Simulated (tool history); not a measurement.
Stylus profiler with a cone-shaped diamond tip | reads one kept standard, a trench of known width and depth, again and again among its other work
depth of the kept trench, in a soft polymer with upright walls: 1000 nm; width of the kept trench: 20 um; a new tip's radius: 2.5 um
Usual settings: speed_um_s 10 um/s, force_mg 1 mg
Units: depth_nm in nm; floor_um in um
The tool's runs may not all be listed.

{"run": 1, "hour": 0.0, "speed_um_s": 10, "force_mg": 1, "depth_nm": 1004.87, "floor_um": 15.32}
{"run": 2, "hour": 8.1, "speed_um_s": 10, "force_mg": 0.42, "depth_nm": 1002.64, "floor_um": 15.25}
{"run": 3, "hour": 21.6, "speed_um_s": 10, "force_mg": 0.42, "depth_nm": 1002.57, "floor_um": 15.25}
{"run": 4, "hour": 34.7, "speed_um_s": 10, "force_mg": 0.42, "depth_nm": 1002.45, "floor_um": 15.22}
{"run": 5, "hour": 49.3, "speed_um_s": 10, "force_mg": 0.42, "depth_nm": 1002.56, "floor_um": 15.21}
{"run": 6, "hour": 59.4, "speed_um_s": 10, "force_mg": 0.42, "depth_nm": 1002.75, "floor_um": 15.21}
{"run": 7, "hour": 71.3, "speed_um_s": 10, "force_mg": 1, "depth_nm": 1005.01, "floor_um": 15.23}
{"run": 8, "hour": 81.4, "speed_um_s": 10, "force_mg": 1, "depth_nm": 1004.98, "floor_um": 15.24}
{"run": 9, "hour": 90.9, "speed_um_s": 10, "force_mg": 1, "depth_nm": 1005.02, "floor_um": 15.25}
{"run": 10, "hour": 101.6, "speed_um_s": 32, "force_mg": 1, "depth_nm": 1004.8, "floor_um": 14.93}
{"run": 11, "hour": 113.1, "speed_um_s": 32, "force_mg": 1, "depth_nm": 1005, "floor_um": 14.94}
{"run": 12, "hour": 127.5, "speed_um_s": 32, "force_mg": 1, "depth_nm": 1004.8, "floor_um": 14.96}
{"run": 13, "hour": 138.9, "speed_um_s": 10, "force_mg": 1, "depth_nm": 1004.74, "floor_um": 15.13}
{"run": 14, "hour": 146.7, "speed_um_s": 39, "force_mg": 1, "depth_nm": 1004.79, "floor_um": 14.88}
{"run": 15, "hour": 160.8, "speed_um_s": 10, "force_mg": 1, "depth_nm": 1004.72, "floor_um": 15.15}
{"run": 16, "hour": 168.2, "speed_um_s": 10, "force_mg": 1, "depth_nm": 1004.61, "floor_um": 15.11}
{"run": 17, "hour": 185.2, "speed_um_s": 10, "force_mg": 1, "depth_nm": 1004.95, "floor_um": 15.09}
{"run": 18, "hour": 201.2, "speed_um_s": 10, "force_mg": 1, "depth_nm": 1004.9, "floor_um": 15.05}
{"run": 19, "hour": 210.8, "speed_um_s": 10, "force_mg": 1, "depth_nm": 1004.63, "floor_um": 15.06}
{"run": 20, "hour": 223.4, "speed_um_s": 10, "force_mg": 1, "depth_nm": 1004.7, "floor_um": 15}
{"run": 21, "hour": 235.8, "speed_um_s": 17, "force_mg": 0.61, "depth_nm": 1003.28, "floor_um": 14.92}
{"run": 22, "hour": 249.8, "speed_um_s": 2, "force_mg": 0.71, "depth_nm": 1003.5, "floor_um": 15.08}
{"run": 23, "hour": 267.0, "speed_um_s": 10, "force_mg": 1.52, "depth_nm": 1006.36, "floor_um": 15.07}
{"run": 24, "hour": 276.5, "speed_um_s": 3, "force_mg": 1.33, "depth_nm": 1005.81, "floor_um": 15.1}
{"run": 25, "hour": 292.2, "speed_um_s": 3, "force_mg": 1.33, "depth_nm": 1005.84, "floor_um": 15.04}
{"run": 26, "hour": 305.9, "speed_um_s": 24, "force_mg": 0.73, "depth_nm": 1003.65, "floor_um": 14.81}
{"run": 27, "hour": 314.6, "speed_um_s": 24, "force_mg": 0.73, "depth_nm": 1003.73, "floor_um": 14.76}
{"run": 28, "hour": 322.1, "speed_um_s": 26, "force_mg": 1.45, "depth_nm": 1006.16, "floor_um": 14.83}
{"run": 29, "hour": 332.1, "speed_um_s": 25, "force_mg": 1.34, "depth_nm": 1005.87, "floor_um": 14.86}
{"run": 30, "hour": 345.1, "speed_um_s": 3, "force_mg": 1.34, "depth_nm": 1005.84, "floor_um": 15}
{"run": 31, "hour": 362.2, "speed_um_s": 7, "force_mg": 0.52, "depth_nm": 1002.73, "floor_um": 14.88}
{"run": 32, "hour": 372.7, "speed_um_s": 7, "force_mg": 0.52, "depth_nm": 1002.68, "floor_um": 14.82}
{"run": 33, "hour": 389.1, "speed_um_s": 7, "force_mg": 0.34, "depth_nm": 1001.86, "floor_um": 14.84}
{"run": 34, "hour": 405.6, "speed_um_s": 7, "force_mg": 0.34, "depth_nm": 1001.95, "floor_um": 14.82}
{"run": 35, "hour": 413.8, "speed_um_s": 11, "force_mg": 0.54, "depth_nm": 1002.99, "floor_um": 14.81}
{"run": 36, "hour": 426.0, "speed_um_s": 17, "force_mg": 0.65, "depth_nm": 1003.25, "floor_um": 14.7}
{"run": 37, "hour": 439.5, "speed_um_s": 17, "force_mg": 0.65, "depth_nm": 1003.11, "floor_um": 14.67}

3 ways to go on from here, each from the tool as it stands after run 37. What would each give?
{"run": "A", "hour": 448.1, "speed_um_s": 4, "force_mg": 0.57, "depth_nm": "?", "floor_um": "?"}
{"run": "B", "hour": 448.1, "speed_um_s": 15, "force_mg": 0.45, "depth_nm": "?", "floor_um": "?"}
{"run": "C", "hour": 448.1, "speed_um_s": 8, "force_mg": 0.65, "depth_nm": "?", "floor_um": "?"}

run=A depth_nm=1002.81 floor_um=14.8
run=B depth_nm=1002.54 floor_um=14.67
run=C depth_nm=1003.17 floor_um=14.81
Without the tool's hidden state the same runs would have given:
run=A depth_nm=1003.51 floor_um=15.93
run=B depth_nm=1003.24 floor_um=15.8
run=C depth_nm=1003.87 floor_um=15.94

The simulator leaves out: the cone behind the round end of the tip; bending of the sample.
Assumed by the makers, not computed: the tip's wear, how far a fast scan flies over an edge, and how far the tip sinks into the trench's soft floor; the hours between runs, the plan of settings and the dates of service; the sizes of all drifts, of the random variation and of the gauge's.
